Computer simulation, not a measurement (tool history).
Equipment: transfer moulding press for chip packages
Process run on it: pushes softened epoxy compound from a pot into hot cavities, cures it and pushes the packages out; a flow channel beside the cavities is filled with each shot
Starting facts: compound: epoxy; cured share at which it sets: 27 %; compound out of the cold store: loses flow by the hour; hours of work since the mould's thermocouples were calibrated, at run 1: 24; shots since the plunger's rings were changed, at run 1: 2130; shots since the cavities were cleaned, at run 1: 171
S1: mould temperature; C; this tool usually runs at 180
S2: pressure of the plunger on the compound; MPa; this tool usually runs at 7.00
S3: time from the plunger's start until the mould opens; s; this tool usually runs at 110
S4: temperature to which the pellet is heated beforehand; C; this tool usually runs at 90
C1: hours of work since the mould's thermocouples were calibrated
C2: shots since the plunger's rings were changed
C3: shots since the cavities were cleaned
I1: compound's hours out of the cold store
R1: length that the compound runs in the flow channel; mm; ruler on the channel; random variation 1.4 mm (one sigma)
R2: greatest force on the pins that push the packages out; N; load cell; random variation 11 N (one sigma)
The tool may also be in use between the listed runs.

| run | hour | S1 | S2 | S3 | S4 | C1 | C2 | C3 | I1 | R1 | R2 |
|---|---|---|---|---|---|---|---|---|---|---|---|
| 1 | 0.0 | 180 | 7.00 | 110 | 90 | 24 | 2130 | 171 | 43.6 | 449 | 491 |
| 2 | 10.2 | 180 | 7.00 | 114 | 90 | 31 | 2232 | 273 | 32.7 | 490 | 489 |
| 3 | 22.3 | 180 | 7.00 | 110 | 90 | 38 | 2352 | 393 | 23.8 | 525 | 514 |
|  | 30.9 | cavities cleaned with cleaning compound and waxed |
| 4 | 36.4 | 180 | 7.13 | 110 | 90 | 45 | 2477 | 54 | 35.1 | 484 | 504 |
| 5 | 47.2 | 180 | 7.13 | 121 | 90 | 52 | 2585 | 162 | 30.7 | 500 | 494 |
| 6 | 55.5 | 180 | 7.13 | 121 | 90 | 57 | 2668 | 245 | 17.6 | 554 | 467 |
| 7 | 69.1 | 180 | 7.00 | 128 | 90 | 65 | 2803 | 380 | 11.2 | 579 | 472 |
|  | 79.0 | cavities cleaned with cleaning compound and waxed |
| 8 | 83.3 | 180 | 7.00 | 128 | 90 | 73 | 2930 | 43 | 28.5 | 507 | 454 |
|  | 90.6 | plunger's sealing rings changed |
| 9 | 95.1 | 174 | 5.23 | 121 | 96 | 78 | 46 | 135 | 27.1 | 454 | 581 |
| 10 | 105.1 | 177 | 8.74 | 102 | 91 | 84 | 145 | 234 | 40.9 | 519 | 650 |
| 11 | 120.7 | 177 | 8.74 | 102 | 91 | 94 | 300 | 389 | 18.9 | 620 | 701 |

Consider 3 possible next runs. They are alternatives, not a sequence: every one starts from the tool as it was left by run 11. What does each give?
|  | 129.9 | cavities cleaned with cleaning compound and waxed |
| A | 132.1 | 172 | 7.00 | 119 | 90 | 100 | 398 | 21 | 47.0 | ? | ? |
|  | 129.9 | cavities cleaned with cleaning compound and waxed |
| B | 132.1 | 175 | 8.05 | 102 | 95 | 100 | 398 | 21 | 42.6 | ? | ? |
|  | 129.9 | cavities cleaned with cleaning compound and waxed |
| C | 132.1 | 177 | 7.00 | 110 | 87 | 100 | 398 | 21 | 17.2 | ? | ? |

| run | R1 | R2 |
|---|---|---|
| A | 450 | 639 |
| B | 492 | 733 |
| C | 562 | 617 |
What these runs would have given with no unlogged condition in the tool:
| run | R1 | R2 |
|---|---|---|
| A | 450 | 638 |
| B | 492 | 732 |
| C | 562 | 616 |

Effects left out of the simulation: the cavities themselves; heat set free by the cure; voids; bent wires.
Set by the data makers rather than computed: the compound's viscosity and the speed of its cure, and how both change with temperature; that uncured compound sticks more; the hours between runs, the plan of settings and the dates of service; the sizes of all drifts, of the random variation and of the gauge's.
